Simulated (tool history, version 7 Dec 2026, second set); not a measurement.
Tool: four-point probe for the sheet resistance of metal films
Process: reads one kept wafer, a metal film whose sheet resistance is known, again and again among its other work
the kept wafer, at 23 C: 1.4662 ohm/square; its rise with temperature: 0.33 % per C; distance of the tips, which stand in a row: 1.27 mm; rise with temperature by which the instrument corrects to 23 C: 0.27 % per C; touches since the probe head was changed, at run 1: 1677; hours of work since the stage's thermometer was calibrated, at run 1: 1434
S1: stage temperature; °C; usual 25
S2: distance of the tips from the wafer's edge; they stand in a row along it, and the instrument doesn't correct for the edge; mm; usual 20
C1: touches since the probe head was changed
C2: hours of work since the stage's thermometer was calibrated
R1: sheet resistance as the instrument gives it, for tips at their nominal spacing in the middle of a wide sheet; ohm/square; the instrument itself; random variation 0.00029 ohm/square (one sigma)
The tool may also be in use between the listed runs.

{"run": 1, "hour": 0.0, "S1": 25, "S2": 20, "C1": 1677, "C2": 1434, "R1": 1.469144}
{"run": 2, "hour": 13.5, "S1": 25, "S2": 20, "C1": 1927, "C2": 1441, "R1": 1.468795}
{"hour": 16.5, "done": "stage's thermometer calibrated"}
{"run": 3, "hour": 32.4, "S1": 25, "S2": 20, "C1": 2270, "C2": 9, "R1": 1.470243}
{"run": 4, "hour": 52.4, "S1": 25, "S2": 20, "C1": 2642, "C2": 19, "R1": 1.470079}
{"run": 5, "hour": 68.4, "S1": 25, "S2": 20, "C1": 2939, "C2": 28, "R1": 1.469941}
{"run": 6, "hour": 91.6, "S1": 25, "S2": 20, "C1": 3370, "C2": 40, "R1": 1.470923}
{"run": 7, "hour": 113.1, "S1": 25, "S2": 14, "C1": 3768, "C2": 52, "R1": 1.473603}
{"run": 8, "hour": 137.5, "S1": 25, "S2": 14, "C1": 4222, "C2": 65, "R1": 1.473156}
{"run": 9, "hour": 150.5, "S1": 25, "S2": 38, "C1": 4464, "C2": 72, "R1": 1.467621}
{"run": 10, "hour": 175.7, "S1": 25, "S2": 20, "C1": 4933, "C2": 85, "R1": 1.470194}
{"run": 11, "hour": 202.8, "S1": 25, "S2": 20, "C1": 5436, "C2": 100, "R1": 1.470023}
{"run": 12, "hour": 224.7, "S1": 25, "S2": 20, "C1": 5843, "C2": 111, "R1": 1.469881}
{"run": 13, "hour": 243.3, "S1": 25, "S2": 7, "C1": 6189, "C2": 121, "R1": 1.492358}
{"run": 14, "hour": 267.6, "S1": 31, "S2": 20, "C1": 6641, "C2": 134, "R1": 1.474892}
{"run": 15, "hour": 281.1, "S1": 28, "S2": 20, "C1": 6890, "C2": 142, "R1": 1.472}
{"run": 16, "hour": 305.9, "S1": 18, "S2": 20, "C1": 7351, "C2": 155, "R1": 1.46376}
{"run": 17, "hour": 319.3, "S1": 25, "S2": 20, "C1": 7601, "C2": 162, "R1": 1.470182}
{"run": 18, "hour": 348.6, "S1": 21, "S2": 16, "C1": 8145, "C2": 178, "R1": 1.468418}
{"run": 19, "hour": 373.6, "S1": 20, "S2": 9, "C1": 8609, "C2": 191, "R1": 1.477647}
{"run": 20, "hour": 396.4, "S1": 28, "S2": 3, "C1": 9033, "C2": 203, "R1": 1.596869}
{"run": 21, "hour": 410.5, "S1": 28, "S2": 3, "C1": 9295, "C2": 211, "R1": 1.597114}
{"run": 22, "hour": 430.2, "S1": 21, "S2": 41, "C1": 9661, "C2": 221, "R1": 1.46378}
{"run": 23, "hour": 444.2, "S1": 19, "S2": 4, "C1": 9922, "C2": 229, "R1": 1.536544}
{"run": 24, "hour": 470.1, "S1": 19, "S2": 4, "C1": 10403, "C2": 243, "R1": 1.53633}
{"run": 25, "hour": 488.9, "S1": 20, "S2": 58, "C1": 10752, "C2": 253, "R1": 1.462098}
{"run": 26, "hour": 506.1, "S1": 20, "S2": 58, "C1": 11072, "C2": 262, "R1": 1.462515}
{"run": 27, "hour": 525.9, "S1": 30, "S2": 15, "C1": 11439, "C2": 273, "R1": 1.475924}
{"run": 28, "hour": 545.2, "S1": 22, "S2": 39, "C1": 11798, "C2": 283, "R1": 1.464372}
{"run": 29, "hour": 561.6, "S1": 25, "S2": 4, "C1": 12103, "C2": 292, "R1": 1.540941}
{"run": 30, "hour": 576.6, "S1": 18, "S2": 9, "C1": 12381, "C2": 300, "R1": 1.475407}
{"run": 31, "hour": 590.5, "S1": 25, "S2": 21, "C1": 12641, "C2": 307, "R1": 1.469267}
{"run": 32, "hour": 605.2, "S1": 25, "S2": 21, "C1": 12913, "C2": 315, "R1": 1.468644}

Forecast run 33:
{"run": 33, "hour": 621.3, "S1": 25, "S2": 5, "C1": 13212, "C2": 324, "R1": "?"}

R1: 1.515316 ohm/square
Without the tool's hidden state the same run would have given R1 1.517212 ohm/square.
